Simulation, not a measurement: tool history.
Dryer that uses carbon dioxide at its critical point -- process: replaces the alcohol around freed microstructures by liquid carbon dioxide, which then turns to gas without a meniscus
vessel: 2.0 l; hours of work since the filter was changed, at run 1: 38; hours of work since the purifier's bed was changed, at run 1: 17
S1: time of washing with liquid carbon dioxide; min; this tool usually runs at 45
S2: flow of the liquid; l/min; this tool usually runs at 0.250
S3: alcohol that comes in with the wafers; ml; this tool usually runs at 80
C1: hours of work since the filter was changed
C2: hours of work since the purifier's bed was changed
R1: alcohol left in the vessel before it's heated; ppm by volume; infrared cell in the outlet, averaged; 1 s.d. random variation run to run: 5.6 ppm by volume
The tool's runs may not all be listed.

run,hour,S1,S2,S3,C1,C2,R1
1,0.0,45,0.250,80,38,17,183
2,20.8,45,0.250,80,48,27,188
3,42.4,45,0.250,80,58,37,183
4,61.3,45,0.250,80,67,46,193
5,86.5,45,0.250,80,79,58,201
6,100.7,45,0.250,80,86,65,198
7,128.1,45,0.250,80,99,78,192
8,144.3,45,0.250,80,106,85,198
9,167.5,45,0.250,80,117,96,209
10,180.7,45,0.250,80,123,103,211
11,196.0,37,0.250,80,131,110,508
12,227.6,37,0.250,80,146,125,521
13,251.4,45,0.250,80,157,136,218
14,269.5,45,0.250,80,166,145,230
15,291.7,45,0.250,80,176,156,228
16,315.6,45,0.250,80,188,167,239
17,342.9,45,0.250,80,201,180,245
18,361.3,45,0.250,80,209,189,230
19,385.0,45,0.250,80,221,200,230
20,409.4,45,0.250,80,232,211,238
21,423.5,37,0.250,80,239,218,551
22,450.7,37,0.276,49,252,231,251
23,466.5,45,0.249,80,259,239,256
24,488.9,31,0.305,80,270,249,509
25,505.2,31,0.305,80,278,257,514
26,523.1,70,0.372,20,286,265,42
27,553.3,70,0.393,20,301,280,56
28,569.6,70,0.393,20,308,288,56
29,601.5,35,0.226,34,323,303,496
30,628.7,34,0.330,21,336,316,111

Predict the results of run 31:
31,658.7,30,0.270,21,351,330,?

{"run 31": {"R1": 298}}
Without the tool's hidden state the same run would have given R1 196 ppm by volume.

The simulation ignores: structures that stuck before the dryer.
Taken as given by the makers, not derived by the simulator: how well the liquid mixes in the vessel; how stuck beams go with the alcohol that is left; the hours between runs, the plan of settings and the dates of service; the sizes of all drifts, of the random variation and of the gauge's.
